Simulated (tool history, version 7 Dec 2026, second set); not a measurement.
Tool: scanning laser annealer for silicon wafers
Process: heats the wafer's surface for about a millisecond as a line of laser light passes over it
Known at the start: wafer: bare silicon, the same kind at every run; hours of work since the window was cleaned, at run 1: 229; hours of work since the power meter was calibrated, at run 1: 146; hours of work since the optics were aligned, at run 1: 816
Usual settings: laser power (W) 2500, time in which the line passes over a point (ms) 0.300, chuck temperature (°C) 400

run,hour,laser power (W),time in which the line passes over a point (ms),chuck temperature (°C),hours of work since the window was cleaned,hours of work since the power meter was calibrated,hours of work since the optics were aligned,highest temperature of the surface (°C)
1,0.0,2500,0.300,400,229,146,816,1121
2,51.5,2500,0.300,400,257,174,844,1125
3,104.8,2635,0.300,400,287,203,873,1162
4,144.8,2635,0.300,400,308,225,895,1163
5,180.6,2635,0.300,400,328,245,915,1163
6,236.6,2635,0.300,400,359,276,945,1167
7,289.5,2500,0.300,400,388,305,974,1121
8,323.6,2500,0.300,392,406,323,993,1115
9,350.8,2548,0.300,400,421,338,1008,1136
10,402.6,2500,0.300,396,450,366,1036,1119
11,459.3,2381,0.300,396,481,398,1067,1085
12,512.8,2500,0.300,397,510,427,1096,1118
13,564.2,2500,0.300,397,538,455,1125,1121
14,620.3,2500,0.377,400,569,486,1155,1198
# hour 664.3: optics aligned, line set to its width
15,668.7,2500,0.228,400,592,509,2,1040
16,721.5,2500,0.300,400,621,538,31,1124
17,748.0,2500,0.300,400,636,553,46,1123
18,790.9,2500,0.300,400,659,576,69,1130
19,838.9,2500,0.300,400,686,603,96,1120
20,890.5,2500,0.300,400,714,631,124,1119
21,914.4,2500,0.300,400,727,644,137,1127
# hour 943.5: window over the wafer cleaned
22,966.0,2500,0.300,400,12,671,164,1127
23,1007.4,2731,0.297,401,35,694,187,1187
24,1052.6,2682,0.371,408,60,718,211,1264
25,1107.5,2495,0.300,400,90,748,242,1124
26,1146.6,2495,0.300,400,111,770,263,1125
27,1198.1,2549,0.366,403,139,798,291,1211
28,1243.3,2549,0.294,406,164,823,316,1136
29,1272.6,2549,0.294,406,180,839,332,1139
30,1296.9,2253,0.332,430,193,852,345,1111
31,1342.5,2253,0.332,388,218,877,370,1071
32,1380.3,2489,0.268,388,239,898,391,1071
33,1417.2,2489,0.268,384,259,918,411,1070
34,1469.6,2560,0.300,381,288,947,440,1122
35,1504.3,2547,0.212,400,307,966,459,1030
36,1538.8,2240,0.214,414,326,985,478,967
37,1579.8,2613,0.349,414,348,1007,500,1223
38,1629.2,2633,0.285,390,375,1034,527,1135
39,1655.7,2519,0.249,369,390,1049,542,1038
40,1694.1,2513,0.259,431,411,1070,563,1112
41,1722.5,2737,0.338,417,426,1085,578,1251

Hidden state at the last listed run before each entry between runs and at the first one after, where it differs:
Between runs 14 and 15: optics aligned, line set to its width (hour 664.3)
  light that passes the window, % of a clean one's: 99.83 -> 99.82; width of the line over the set one, %: 0.09 -> 0
Between runs 21 and 22: window over the wafer cleaned (hour 943.5)
  light that passes the window, % of a clean one's: 99.78 -> 99.99
